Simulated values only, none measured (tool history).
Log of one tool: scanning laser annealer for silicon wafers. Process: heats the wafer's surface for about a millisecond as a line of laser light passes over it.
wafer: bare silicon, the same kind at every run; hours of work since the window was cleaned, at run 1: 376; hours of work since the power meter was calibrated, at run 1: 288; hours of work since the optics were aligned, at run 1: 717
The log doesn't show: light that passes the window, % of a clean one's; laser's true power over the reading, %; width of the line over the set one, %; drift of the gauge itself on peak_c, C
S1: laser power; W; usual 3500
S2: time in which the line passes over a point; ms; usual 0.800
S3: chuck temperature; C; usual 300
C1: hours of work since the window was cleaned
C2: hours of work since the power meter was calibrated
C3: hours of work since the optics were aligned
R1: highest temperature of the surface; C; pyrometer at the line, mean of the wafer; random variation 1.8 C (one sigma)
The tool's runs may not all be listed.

run   hour    S1     S2   S3   C1   C2   C3    R1
  1    0.0  3500  0.800  300  376  288  717   967
  2    6.5  3500  0.800  260  381  293  722   928
  3   11.4  3500  0.800  260  384  297  725   930
  4   16.2  3500  0.800  295  388  300  729   964
  5   21.1  3500  0.811  295  391  304  733   966
  6   27.7  3500  0.811  295  396  309  737   967
  7   35.1  3500  0.811  295  402  314  743   966
  8   40.0  3500  0.706  300  405  317  746   927
  9   44.8  3500  0.800  300  409  321  750   970
 10   49.0  3500  0.686  300  412  324  753   920
 11   56.6  3500  0.686  300  417  329  758   918
 12   61.5  3500  0.686  300  421  333  762   917
 13   70.6  3500  0.800  300  427  340  768   963
 14   74.8  3500  0.800  300  430  343  771   966
 15   83.3  3500  0.800  300  437  349  778   964
 16   89.9  3630  0.800  300  441  354  782   992
 17   96.4  3630  0.800  300  446  358  787   995
 18  105.6  3630  0.800  300  453  365  794   990
 19  111.5  3586  0.720  298  457  369  798   947
 20  116.9  3586  0.720  298  461  373  802   946
 21  121.4  3625  0.649  262  464  376  805   885
 22  128.1  3337  0.800  277  469  381  810   905
     134.0  -- optics aligned, line set to its width
 23  143.0  3337  0.800  277  476  389    7   902
 24  151.0  3337  0.800  277  482  394   12   899
 25  160.9  3227  0.707  268  489  402   20   835
     172.1  -- optics aligned, line set to its width, once more
 26  172.1  3839  0.739  283  494  406    0   993
 27  178.2  3839  0.739  283  498  410    4   992
 28  184.2  3839  0.739  283  503  415    9   993
 29  191.4  3242  0.739  329  508  420   14   913
 30  200.8  3449  0.968  329  515  427   21  1045
     209.3  -- window over the wafer cleaned
 31  211.8  3449  0.968  329    2  433   27  1086
 32  215.9  3024  0.728  329    5  436   30   897
 33  220.5  3024  0.728  329    8  440   34   898
 34  226.6  3500  0.737  325   13  444   38  1002
 35  236.4  3259  0.663  336   20  451   45   927

The same runs without the tool's hidden state, with the same run-to-run variation:
run    R1
  1   998
  2   959
  3   961
  4   996
  5   998
  6   999
  7   999
  8   957
  9  1003
 10   951
 11   949
 12   949
 13   997
 14  1001
 15   999
 16  1029
 17  1032
 18  1028
 19   982
 20   982
 21   919
 22   940
 23   940
 24   937
 25   870
 26  1031
 27  1031
 28  1031
 29   945
 30  1085
 31  1084
 32   895
 33   897
 34  1001
 35   927
